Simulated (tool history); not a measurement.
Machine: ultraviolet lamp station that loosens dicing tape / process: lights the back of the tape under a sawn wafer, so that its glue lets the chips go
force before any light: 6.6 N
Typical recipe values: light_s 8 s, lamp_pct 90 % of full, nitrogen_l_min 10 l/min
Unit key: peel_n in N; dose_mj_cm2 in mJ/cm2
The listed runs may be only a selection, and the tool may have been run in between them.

run     day  light_s  lamp_pct  nitrogen_l_min  peel_n  dose_mj_cm2
  1   0.000        8        90              10   0.653          321
  2   3.075        8        70              10   1.034          253
  3   4.612        8        70              10   1.061          250
  4   7.462        8        70              10   1.039          250
  5   9.371        8        70              10   1.014          254
  6  10.975        8        90              10   0.660          325
  7  13.792        8        90              13   0.588          320
     15.221  -- window cleaned of glue's vapour
  8  16.262        8        90              13   0.575          324
  9  19.138       11        90              10   0.339          443
 10  20.583        8        90              10   0.651          320
 11  23.942        8        90              10   0.676          324
 12  27.304        8        90              10   0.649          324
 13  29.646        8        90              10   0.644          324
 14  32.083        8        90              10   0.671          322
     34.200  -- window cleaned of glue's vapour
 15  34.638        8        90              10   0.644          322
 16  36.317        8        78              10   0.892          276
 17  39.371        8        78              10   0.841          283
 18  42.317        8        90              10   0.625          322
 19  44.179        8        90              10   0.651          325
 20  46.088       10        90              10   0.425          408
 21  48.454        8        90              10   0.651          322
 22  50.158        9        64               5   1.390          257
     53.296  -- window cleaned of glue's vapour
 23  53.517        7        64               7   1.645          199
 24  56.654        7        63               7   1.752          196
 25  58.200        8        63               4   1.685          229
 26  60.529        8        95               6   0.752          342
 27  62.817        8        95               6   0.768          342
 28  65.479       10        75              13   0.543          337
 29  67.188        8        64              17   1.060          227
 30  69.233       11        82               9   0.452          403
 31  70.758       16        89               7   0.212          639
     72.296  -- window cleaned of glue's vapour
 32  73.288       16        89               7   0.213          642
 33  76.058       16        89               7   0.211          637
 34  78.708       16        89               7   0.227          637
     79.638  -- lamp changed
 35  80.304        9        76              10   0.712          307
 36  82.950       14        78               9   0.303          486
 37  84.604       14        78               9   0.312          490
 38  86.088       14        78               9   0.291          488
 39  88.688       16        78               4   0.368          559
     91.312  -- window cleaned of glue's vapour
 40  91.875       16        78               4   0.371          557
 41  94.242       16        97               4   0.236          694
 42  97.033        8        88               5   0.950          324

Here are 3 independent what-if runs from the current tool condition. What would each one return?
  A  99.383        7        90              10       ?            ?
  B  99.383        8        88              11       ?            ?
  C  99.383        8        78              18       ?            ?

run  peel_n  dose_mj_cm2
  A   0.815          280
  B   0.661          314
  C   0.707          282
What these runs would have given with no unlogged condition in the tool:
run  peel_n  dose_mj_cm2
  A   0.814          280
  B   0.660          315
  C   0.706          282
